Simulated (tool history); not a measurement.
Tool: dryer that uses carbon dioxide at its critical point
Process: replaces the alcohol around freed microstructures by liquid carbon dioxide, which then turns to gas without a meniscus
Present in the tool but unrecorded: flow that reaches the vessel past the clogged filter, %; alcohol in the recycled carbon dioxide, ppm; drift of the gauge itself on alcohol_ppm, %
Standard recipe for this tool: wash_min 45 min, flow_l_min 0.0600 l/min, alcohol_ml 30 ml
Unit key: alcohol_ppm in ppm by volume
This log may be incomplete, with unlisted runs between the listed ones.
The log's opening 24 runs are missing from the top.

run,day,wash_min,flow_l_min,alcohol_ml,hours of work since the filter was changed,hours of work since the purifier's bed was changed,alcohol_ppm
25,9.662,47,0.0453,33,304,487,3989
26,9.992,47,0.0453,33,309,493,4016
27,10.562,34,0.1014,76,319,502,1386
28,10.821,59,0.0600,30,323,507,596
29,11.242,45,0.0367,30,330,514,7008
30,11.817,64,0.0597,74,340,524,980
31,12.342,64,0.0597,74,349,533,997
32,12.879,64,0.0597,74,358,542,1016
33,13.396,45,0.0600,21,367,550,1276

Run 34 has not been measured yet. What should we expect?
34,13.908,68,0.0570,108,376,559,?

alcohol_ppm: 1409 ppm by volume
Were there no unlogged condition in the tool, this run, its random variation unchanged, would have produced alcohol_ppm 642 ppm by volume.
